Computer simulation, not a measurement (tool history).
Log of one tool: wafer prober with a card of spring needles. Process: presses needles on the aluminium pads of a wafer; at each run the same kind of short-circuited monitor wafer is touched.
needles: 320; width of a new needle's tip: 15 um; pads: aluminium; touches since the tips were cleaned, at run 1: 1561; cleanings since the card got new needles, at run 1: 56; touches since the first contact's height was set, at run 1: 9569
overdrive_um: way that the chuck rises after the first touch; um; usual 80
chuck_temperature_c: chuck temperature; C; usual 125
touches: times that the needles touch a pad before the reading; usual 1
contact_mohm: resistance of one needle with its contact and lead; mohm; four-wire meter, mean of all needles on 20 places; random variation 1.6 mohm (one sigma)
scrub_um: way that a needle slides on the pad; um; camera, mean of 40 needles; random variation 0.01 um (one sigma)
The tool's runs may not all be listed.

run     day  overdrive_um  chuck_temperature_c  touches  touches since the tips were cleaned  cleanings since the card got new needles  touches since the first contact's height was set  contact_mohm  scrub_um
  1   0.000            80                  125        1                                 1561                                        56                                              9569           204     11.79
      0.833  -- tips cleaned on abrasive film
      1.762  -- tips cleaned on abrasive film
      2.721  -- tips cleaned on abrasive film
  2   2.721            76                  125        1                                    0                                        59                                             35729           162     11.16
      3.679  -- tips cleaned on abrasive film
      4.683  -- tips cleaned on abrasive film
      5.704  -- tips cleaned on abrasive film
  3   6.429            76                  125        1                                 7024                                        62                                             71426           260     11.13
      6.638  -- tips cleaned on abrasive film
      7.612  -- tips cleaned on abrasive film
      8.608  -- tips cleaned on abrasive film
      9.583  -- tips cleaned on abrasive film
  4  10.333            76                  125        1                                 7258                                        66                                            108972           260     11.10
     10.546  -- tips cleaned on abrasive film
     11.554  -- tips cleaned on abrasive film
  5  12.367            93                  125        1                                 7836                                        68                                            128512           231     13.59
     12.579  -- tips cleaned on abrasive film
     12.592  -- height of the first contact set anew
     13.604  -- tips cleaned on abrasive film
     14.646  -- tips cleaned on abrasive film
  6  14.912            93                   36        1                                 2573                                        71                                             22358           206     13.70
     15.538  -- tips cleaned on abrasive film
     16.542  -- tips cleaned on abrasive film
     17.533  -- tips cleaned on abrasive film
  7  17.846            93                   36        1                                 3032                                        74                                             50568           210     13.65
     18.383  -- tips cleaned on abrasive film
     19.404  -- tips cleaned on abrasive film
     20.446  -- tips cleaned on abrasive film
     21.421  -- tips cleaned on abrasive film
  8  21.454            93                   36        1                                  315                                        78                                             85248           160     13.62
     22.279  -- tips cleaned on abrasive film
     23.304  -- tips cleaned on abrasive film
  9  23.304            93                   36        1                                    0                                        80                                            103027           147     13.63
     24.296  -- tips cleaned on abrasive film
     25.292  -- tips cleaned on abrasive film
 10  25.738            80                   80        1                                 4319                                        82                                            126465           247     11.68
     26.158  -- tips cleaned on abrasive film
     26.375  -- height of the first contact set anew
     27.200  -- tips cleaned on abrasive film
     28.196  -- tips cleaned on abrasive film
     29.162  -- tips cleaned on abrasive film
 11  29.512            80                   80        1                                 3365                                        86                                             30158           231     11.76
     30.138  -- tips cleaned on abrasive film
     31.129  -- tips cleaned on abrasive film
 12  31.571            80                   78        2                                 4239                                        88                                             49956           204     11.74
     31.988  -- tips cleaned on abrasive film
     32.938  -- tips cleaned on abrasive film
     33.979  -- tips cleaned on abrasive film
     35.017  -- tips cleaned on abrasive film
 13  35.425            80                   78        2                                 3939                                        92                                             87038           205     11.71
     36.050  -- tips cleaned on abrasive film
     37.079  -- tips cleaned on abrasive film
     38.088  -- tips cleaned on abrasive film
 14  38.862            80                   78        2                                 7501                                        95                                            120129           216     11.69
     39.075  -- tips cleaned on abrasive film
     40.067  -- tips cleaned on abrasive film
     40.079  -- height of the first contact set anew
     41.121  -- tips cleaned on abrasive film
     42.158  -- tips cleaned on abrasive film
 15  42.475            80                   78        2                                 3049                                        99                                             23070           196     11.76
     43.104  -- tips cleaned on abrasive film
     44.112  -- tips cleaned on abrasive film
     45.129  -- tips cleaned on abrasive film
 16  45.129            74                  125        2                                    0                                       102                                             48577           163     10.84
     46.133  -- tips cleaned on abrasive film
     47.162  -- tips cleaned on abrasive film
     48.167  -- tips cleaned on abrasive film
 17  48.538            64                   88        2                                 3573                                       105                                             81353           238      9.34
     49.162  -- tips cleaned on abrasive film
     50.200  -- tips cleaned on abrasive film
 18  50.871            80                   99        1                                 6460                                       107                                            103827           262     11.71
     51.083  -- tips cleaned on abrasive film
     52.050  -- tips cleaned on abrasive film
     53.092  -- tips cleaned on abrasive film
     53.725  -- height of the first contact set anew
 19  53.838            81                   25        1                                 7091                                       110                                              1084           263     11.94
     54.050  -- tips cleaned on abrasive film
     55.088  -- tips cleaned on abrasive film
 20  55.646            81                   25        1                                 5378                                       112                                             18475           257     11.91

Hidden state or all else? Some run-to-run changes of contact_mohm, split into what the settings, what came in and random variation would give without the hidden state, and what is left for the hidden state (with any gauge scatter that isn't in both results):
The hidden state here: debris on the tips, nm; way that the needles fall short of the set height, um; tips' diameter, um; drift of the gauge itself on contact_mohm, %; drift of the gauge itself on scrub_um, %.
Run 2 -> 3: tips cleaned on abrasive film, tips cleaned on abrasive film, tips cleaned on abrasive film. contact_mohm +98 mohm: hidden state +99, all else -1.
Run 9 -> 10: overdrive_um 93 -> 80, chuck_temperature_c 36 -> 80, tips cleaned on abrasive film, tips cleaned on abrasive film. contact_mohm +100 mohm: hidden state +93, all else +7.

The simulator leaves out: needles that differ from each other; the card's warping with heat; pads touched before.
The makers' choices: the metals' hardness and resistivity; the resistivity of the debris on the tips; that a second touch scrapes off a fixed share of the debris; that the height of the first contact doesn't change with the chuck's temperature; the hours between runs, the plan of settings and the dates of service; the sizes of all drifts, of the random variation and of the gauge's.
